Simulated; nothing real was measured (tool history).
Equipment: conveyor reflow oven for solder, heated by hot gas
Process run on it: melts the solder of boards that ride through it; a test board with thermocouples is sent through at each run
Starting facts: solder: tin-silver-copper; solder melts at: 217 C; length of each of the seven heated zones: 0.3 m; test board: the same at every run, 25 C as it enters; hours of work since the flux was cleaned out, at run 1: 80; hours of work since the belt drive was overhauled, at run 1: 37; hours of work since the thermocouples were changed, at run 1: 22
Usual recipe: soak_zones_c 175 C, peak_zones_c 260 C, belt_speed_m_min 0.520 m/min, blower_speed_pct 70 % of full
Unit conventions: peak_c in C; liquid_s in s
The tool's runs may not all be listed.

| run | hour | soak_zones_c | peak_zones_c | belt_speed_m_min | blower_speed_pct | hours of work since the flux was cleaned out | hours of work since the belt drive was overhauled | hours of work since the thermocouples were changed | peak_c | liquid_s |
|---|---|---|---|---|---|---|---|---|---|---|
| 1 | 0.0 | 175 | 260 | 0.520 | 70 | 80 | 37 | 22 | 249.5 | 51.7 |
| 2 | 18.8 | 175 | 272 | 0.520 | 70 | 87 | 45 | 30 | 260.6 | 57.8 |
| 3 | 31.6 | 175 | 272 | 0.520 | 70 | 93 | 50 | 35 | 260.4 | 57.4 |
| 4 | 48.1 | 175 | 272 | 0.577 | 70 | 99 | 56 | 42 | 257.3 | 50.0 |
| 5 | 63.5 | 183 | 260 | 0.520 | 70 | 106 | 63 | 48 | 250.3 | 55.0 |
| 6 | 81.9 | 183 | 260 | 0.520 | 70 | 113 | 70 | 56 | 250.4 | 55.2 |
| 7 | 98.4 | 183 | 260 | 0.520 | 70 | 120 | 77 | 63 | 250.1 | 55.1 |
| 8 | 118.4 | 183 | 260 | 0.520 | 70 | 128 | 85 | 71 | 250.1 | 55.2 |
| 9 | 138.7 | 183 | 260 | 0.520 | 70 | 136 | 93 | 79 | 250.2 | 55.1 |
| 10 | 159.6 | 175 | 260 | 0.520 | 70 | 145 | 102 | 87 | 249.0 | 51.4 |
| 11 | 175.7 | 182 | 260 | 0.520 | 70 | 151 | 108 | 94 | 249.7 | 54.5 |
| 12 | 192.4 | 182 | 260 | 0.520 | 70 | 158 | 115 | 101 | 250.0 | 54.6 |
| 13 | 213.3 | 175 | 260 | 0.478 | 78 | 167 | 124 | 109 | 252.3 | 59.5 |
| 14 | 227.8 | 189 | 249 | 0.583 | 69 | 172 | 130 | 115 | 238.8 | 42.6 |
| 15 | 237.2 | 182 | 248 | 0.576 | 80 | 176 | 134 | 119 | 238.5 | 41.7 |
| 16 | 248.8 | 169 | 274 | 0.576 | 80 | 181 | 138 | 124 | 260.2 | 50.2 |
| 17 | 269.3 | 175 | 266 | 0.520 | 70 | 189 | 147 | 132 | 254.3 | 54.6 |
| 18 | 283.2 | 175 | 266 | 0.520 | 70 | 195 | 152 | 138 | 254.5 | 54.5 |
| 19 | 297.2 | 175 | 266 | 0.520 | 70 | 201 | 158 | 144 | 254.2 | 54.6 |

Expected results for the next run?
| 20 | 307.0 | 161 | 260 | 0.540 | 70 | 205 | 162 | 148 | ? | ? |

Run 20 measured peak_c 246.0 C, liquid_s 42.7 s.
With the hidden condition absent and the run-to-run variation left alone, this run would have shown peak_c 247.6 C, liquid_s 44.2 s.

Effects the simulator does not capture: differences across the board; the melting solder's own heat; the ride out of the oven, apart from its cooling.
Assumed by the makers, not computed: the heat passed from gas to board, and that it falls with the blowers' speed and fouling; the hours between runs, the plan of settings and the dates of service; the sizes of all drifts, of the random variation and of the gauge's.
